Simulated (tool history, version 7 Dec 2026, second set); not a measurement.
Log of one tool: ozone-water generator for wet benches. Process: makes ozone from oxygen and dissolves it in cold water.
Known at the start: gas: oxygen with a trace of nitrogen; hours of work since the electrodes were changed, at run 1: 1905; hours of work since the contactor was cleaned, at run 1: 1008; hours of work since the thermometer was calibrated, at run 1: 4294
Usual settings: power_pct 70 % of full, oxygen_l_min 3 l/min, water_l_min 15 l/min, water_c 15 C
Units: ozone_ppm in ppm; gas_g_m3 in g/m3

| run | hour | power_pct | oxygen_l_min | water_l_min | water_c | hours of work since the electrodes were changed | hours of work since the contactor was cleaned | hours of work since the thermometer was calibrated | ozone_ppm | gas_g_m3 |
|---|---|---|---|---|---|---|---|---|---|---|
| 1 | 0 | 70 | 3 | 15 | 15 | 1905 | 1008 | 4294 | 23 | 262.6 |
| 2 | 164.9 | 70 | 3 | 15 | 15 | 2060 | 1164 | 4450 | 22.9 | 262.3 |
| 3 | 330.9 | 70 | 4.78 | 15 | 15 | 2217 | 1320 | 4606 | 24.3 | 216.9 |
| 4 | 459.7 | 70 | 4.78 | 15 | 15 | 2339 | 1442 | 4728 | 24.4 | 215.4 |
| 5 | 538.7 | 70 | 3.43 | 15 | 15 | 2413 | 1516 | 4802 | 23.2 | 246 |
| 6 | 692.6 | 70 | 3 | 15 | 15 | 2558 | 1662 | 4948 | 22.2 | 258 |
|  | 725.8 | water thermometer calibrated |
| 7 | 840.4 | 70 | 3 | 15 | 15 | 2697 | 1801 | 108 | 22.6 | 258.9 |
|  | 857.7 | contactor cleaned |
| 8 | 965.9 | 70 | 3 | 15 | 15 | 2812 | 102 | 223 | 22 | 262.9 |
| 9 | 1082.8 | 70 | 3 | 13 | 15 | 2922 | 212 | 333 | 25.4 | 259.2 |
| 10 | 1231.5 | 70 | 3 | 11 | 15 | 3062 | 353 | 473 | 28.8 | 257.3 |
| 11 | 1390.5 | 70 | 3 | 11 | 15 | 3212 | 503 | 623 | 28.9 | 260.9 |
| 12 | 1514.1 | 70 | 3 | 11 | 15 | 3329 | 619 | 740 | 28.9 | 258.3 |
|  | 1617.2 | contactor cleaned, once more |
| 13 | 1678.8 | 51 | 3 | 11 | 14 | 3481 | 58 | 891 | 25.6 | 216.1 |
| 14 | 1778.2 | 92 | 3 | 15 | 13 | 3574 | 152 | 985 | 26.7 | 297.7 |
| 15 | 1945.4 | 70 | 3 | 15 | 15 | 3732 | 310 | 1143 | 22.4 | 256.8 |
| 16 | 2024.9 | 70 | 2.22 | 15 | 15 | 3807 | 385 | 1218 | 20.6 | 286.3 |
| 17 | 2134.4 | 70 | 2.22 | 15 | 15 | 3910 | 488 | 1321 | 20.8 | 290.1 |
| 18 | 2263.9 | 70 | 2.22 | 15 | 15 | 4033 | 610 | 1443 | 20.7 | 290.2 |
| 19 | 2419.8 | 65 | 4.35 | 13 | 8 | 4180 | 757 | 1591 | 28.7 | 210.4 |
| 20 | 2549.4 | 70 | 3.37 | 15 | 15 | 4302 | 879 | 1713 | 22.6 | 242.7 |
| 21 | 2635.5 | 70 | 3.37 | 15 | 15 | 4383 | 961 | 1794 | 22.8 | 240.7 |
| 22 | 2807.8 | 70 | 3.37 | 15 | 15 | 4546 | 1123 | 1957 | 22.7 | 242.4 |

4 ways to go on from here, each from the tool as it stands after run 22. What would each give?
| A | 2973.3 | 70 | 1.52 | 18 | 8 | 4702 | 1279 | 2113 | ? | ? |
| B | 2973.3 | 70 | 2.93 | 15 | 15 | 4702 | 1279 | 2113 | ? | ? |
| C | 2973.3 | 70 | 1.9 | 14 | 15 | 4702 | 1279 | 2113 | ? | ? |
| D | 2973.3 | 70 | 2.57 | 11 | 9 | 4702 | 1279 | 2113 | ? | ? |

| run | ozone_ppm | gas_g_m3 |
|---|---|---|
| A | 15 | 330.7 |
| B | 22.1 | 256.6 |
| C | 20.7 | 306.8 |
| D | 30.2 | 271.4 |
Without the tool's hidden state the same runs would have given:
| run | ozone_ppm | gas_g_m3 |
|---|---|---|
| A | 16.1 | 347.9 |
| B | 23.7 | 270 |
| C | 22.2 | 322.8 |
| D | 32.3 | 285.5 |

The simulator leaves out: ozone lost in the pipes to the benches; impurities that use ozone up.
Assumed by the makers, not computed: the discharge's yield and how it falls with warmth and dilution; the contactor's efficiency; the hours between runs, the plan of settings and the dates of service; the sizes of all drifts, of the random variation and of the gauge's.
